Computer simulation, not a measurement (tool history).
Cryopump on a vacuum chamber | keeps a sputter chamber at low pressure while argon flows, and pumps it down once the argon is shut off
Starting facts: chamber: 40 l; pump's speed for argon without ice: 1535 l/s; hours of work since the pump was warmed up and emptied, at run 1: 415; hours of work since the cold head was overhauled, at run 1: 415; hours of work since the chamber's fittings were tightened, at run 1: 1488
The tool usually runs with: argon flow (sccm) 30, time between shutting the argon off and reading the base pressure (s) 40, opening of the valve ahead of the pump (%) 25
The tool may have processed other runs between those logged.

| run | hour | argon flow (sccm) | time between shutting the argon off and reading the base pressure (s) | opening of the valve ahead of the pump (%) | hours of work since the pump was warmed up and emptied | hours of work since the cold head was overhauled | hours of work since the chamber's fittings were tightened | pressure while argon flows (Pa) | pressure after the wait (uPa) |
|---|---|---|---|---|---|---|---|---|---|
| 1 | 0.0 | 30 | 40 | 25 | 415 | 415 | 1488 | 0.1403 | 4.62 |
| 2 | 8.7 | 30 | 40 | 25 | 421 | 421 | 1494 | 0.1416 | 4.77 |
| 3 | 19.9 | 30 | 40 | 46 | 429 | 429 | 1502 | 0.0809 | 4.63 |
| 4 | 31.5 | 30 | 40 | 25 | 437 | 437 | 1510 | 0.1414 | 4.68 |
| 5 | 46.6 | 30 | 40 | 25 | 447 | 447 | 1520 | 0.1409 | 4.65 |
| 6 | 59.0 | 30 | 40 | 25 | 456 | 456 | 1529 | 0.1419 | 4.86 |
| 7 | 71.7 | 30 | 40 | 25 | 464 | 464 | 1537 | 0.1411 | 4.76 |
| 8 | 81.5 | 30 | 40 | 25 | 471 | 471 | 1544 | 0.1419 | 4.93 |
| 9 | 96.3 | 30 | 40 | 17 | 481 | 481 | 1554 | 0.2037 | 4.76 |
| 10 | 106.8 | 30 | 83 | 25 | 488 | 488 | 1561 | 0.1421 | 3.76 |
|  | 128.3 | pump warmed up, emptied and cooled again |
| 11 | 128.6 | 30 | 40 | 25 | 0 | 500 | 1573 | 0.1339 | 4.38 |
| 12 | 147.2 | 30 | 40 | 25 | 13 | 513 | 1586 | 0.1335 | 4.33 |
| 13 | 159.8 | 27 | 40 | 25 | 22 | 521 | 1594 | 0.1209 | 4.36 |
| 14 | 174.0 | 27 | 40 | 25 | 31 | 531 | 1604 | 0.1203 | 4.44 |
| 15 | 183.5 | 27 | 40 | 25 | 38 | 538 | 1611 | 0.1195 | 4.31 |
| 16 | 201.7 | 16 | 40 | 25 | 51 | 550 | 1623 | 0.0716 | 4.49 |
| 17 | 218.7 | 16 | 40 | 25 | 62 | 562 | 1635 | 0.0711 | 4.44 |
| 18 | 233.2 | 35 | 40 | 25 | 72 | 572 | 1645 | 0.1570 | 4.50 |
| 19 | 247.8 | 39 | 40 | 20 | 82 | 582 | 1655 | 0.2163 | 4.37 |
| 20 | 267.2 | 56 | 79 | 21 | 96 | 595 | 1668 | 0.2954 | 3.37 |
| 21 | 286.2 | 56 | 79 | 21 | 109 | 608 | 1681 | 0.2976 | 3.47 |
| 22 | 296.6 | 56 | 31 | 56 | 116 | 615 | 1689 | 0.1157 | 5.13 |
| 23 | 306.9 | 30 | 280 | 17 | 123 | 623 | 1696 | 0.1963 | 2.78 |
| 24 | 323.5 | 48 | 62 | 30 | 134 | 634 | 1707 | 0.1805 | 3.88 |
| 25 | 339.8 | 33 | 189 | 37 | 145 | 645 | 1718 | 0.1023 | 2.96 |
| 26 | 351.9 | 15 | 21 | 39 | 154 | 654 | 1727 | 0.0425 | 6.64 |
| 27 | 367.4 | 60 | 258 | 25 | 164 | 664 | 1737 | 0.2711 | 2.95 |
| 28 | 385.5 | 60 | 258 | 25 | 177 | 677 | 1750 | 0.2714 | 2.96 |
| 29 | 393.8 | 23 | 112 | 25 | 183 | 682 | 1755 | 0.1045 | 3.32 |
| 30 | 405.6 | 13 | 40 | 16 | 191 | 690 | 1763 | 0.0908 | 4.84 |
| 31 | 414.5 | 54 | 292 | 52 | 197 | 697 | 1770 | 0.1225 | 2.95 |
| 32 | 434.6 | 30 | 35 | 16 | 211 | 710 | 1783 | 0.2099 | 5.09 |
| 33 | 445.1 | 17 | 88 | 22 | 218 | 718 | 1791 | 0.0869 | 3.65 |
| 34 | 462.9 | 30 | 33 | 21 | 230 | 730 | 1803 | 0.1618 | 5.47 |

Pick out some run-to-run changes in pressure while argon flows (Pa). Of each, how much would a tool without hidden state show as well, from the settings, what came in and chance, and how much is left for the hidden state and any gauge scatter not in both results compared?
What the log doesn't record here: pump's speed, % of a pump's without ice; cold plate's temperature, K; leak into the chamber, uPa l/s; drift of the gauge itself on working_pa, %; drift of the gauge itself on base_upa, %.
Run 10 -> 11: time between shutting the argon off and reading the base pressure (s) 83 -> 40, pump warmed up, emptied and cooled again. pressure while argon flows (Pa) -0.0082: hidden state -0.0093, all else +0.0011.
Run 21 -> 22: time between shutting the argon off and reading the base pressure (s) 79 -> 31, opening of the valve ahead of the pump (%) 21 -> 56. pressure while argon flows (Pa) -0.1819: hidden state +0.0002, all else -0.1821.
Run 26 -> 27: argon flow (sccm) 15 -> 60, time between shutting the argon off and reading the base pressure (s) 21 -> 258, opening of the valve ahead of the pump (%) 39 -> 25. pressure while argon flows (Pa) +0.2286: hidden state +0.0052, all else +0.2234.
Run 28 -> 29: argon flow (sccm) 60 -> 23, time between shutting the argon off and reading the base pressure (s) 258 -> 112. pressure while argon flows (Pa) -0.1669: hidden state -0.0044, all else -0.1625.
Run 30 -> 31: argon flow (sccm) 13 -> 54, time between shutting the argon off and reading the base pressure (s) 40 -> 292, opening of the valve ahead of the pump (%) 16 -> 52. pressure while argon flows (Pa) +0.0317: hidden state +0.0056, all else +0.0261.

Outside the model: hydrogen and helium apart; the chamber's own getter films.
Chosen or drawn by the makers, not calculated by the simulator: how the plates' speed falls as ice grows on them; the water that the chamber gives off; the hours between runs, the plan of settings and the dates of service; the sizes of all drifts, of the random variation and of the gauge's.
